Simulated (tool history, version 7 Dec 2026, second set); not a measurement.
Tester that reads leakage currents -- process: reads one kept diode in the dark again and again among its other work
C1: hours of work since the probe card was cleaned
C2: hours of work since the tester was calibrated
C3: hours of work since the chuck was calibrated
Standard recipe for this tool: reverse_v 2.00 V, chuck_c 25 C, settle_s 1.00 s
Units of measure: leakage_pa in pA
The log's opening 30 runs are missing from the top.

Run 31, hour 5212.0: usual settings but reverse_v 8.15 V, chuck_c 23 C, settle_s 3.72 s; C1 669; C2 1011; C3 835. Result: leakage_pa 97.54 pA.
Run 32, hour 5460.3: usual settings but chuck_c 47 C, settle_s 3.63 s; C1 848; C2 1190; C3 1015. Result: leakage_pa 522.05 pA.
Run 33, hour 5632.3: usual settings but reverse_v 1.93 V, settle_s 8.53 s; C1 973; C2 1315; C3 1139. Result: leakage_pa 71.20 pA.
At hour 5706.8: chuck's temperature calibrated.
Run 34, hour 5842.7: usual settings but reverse_v 8.82 V, chuck_c 30 C, settle_s 0.42 s; C1 1124; C2 1466; C3 98. Result: leakage_pa 201.19 pA.
At hour 6002.9: probe card cleaned and baked.
Run 35, hour 6093.2: usual settings but reverse_v 8.82 V, chuck_c 30 C, settle_s 0.55 s; C1 65; C2 1645; C3 277. Result: leakage_pa 198.60 pA.
Run 36, hour 6342.3: usual settings but reverse_v 4.22 V, chuck_c 55 C, settle_s 0.66 s; C1 246; C2 1825; C3 458. Result: leakage_pa 1295.81 pA.
Run 37, hour 6529.7: usual settings but reverse_v 13.42 V, chuck_c 47 C; C1 381; C2 1961; C3 593. Result: leakage_pa 1004.92 pA.
Run 38, hour 6643.2: usual settings but reverse_v 13.42 V, chuck_c 47 C; C1 463; C2 2043; C3 676. Result: leakage_pa 1005.82 pA.
Run 39, hour 6856.2: usual settings but reverse_v 16.92 V; C1 618; C2 2197; C3 830. Result: leakage_pa 156.77 pA.

Consider 3 possible next runs. They are alternatives, not a sequence: every one starts from the tool as it was left by run 39. What does each give?
Run A, hour 7045.9: usual settings but reverse_v 3.48 V, chuck_c 54 C, settle_s 3.69 s; C1 755; C2 2334; C3 967. Result: leakage_pa ?.
Run B, hour 7045.9: usual settings but reverse_v 8.39 V; C1 755; C2 2334; C3 967. Result: leakage_pa ?.
Run C, hour 7045.9: usual settings but reverse_v 11.32 V, chuck_c 31 C, settle_s 0.34 s; C1 755; C2 2334; C3 967. Result: leakage_pa ?.

run  leakage_pa
  A     1114.67
  B      121.14
  C      243.68
With no hidden state in the tool, these same runs would have given:
run  leakage_pa
  A     1115.47
  B      121.17
  C      243.77

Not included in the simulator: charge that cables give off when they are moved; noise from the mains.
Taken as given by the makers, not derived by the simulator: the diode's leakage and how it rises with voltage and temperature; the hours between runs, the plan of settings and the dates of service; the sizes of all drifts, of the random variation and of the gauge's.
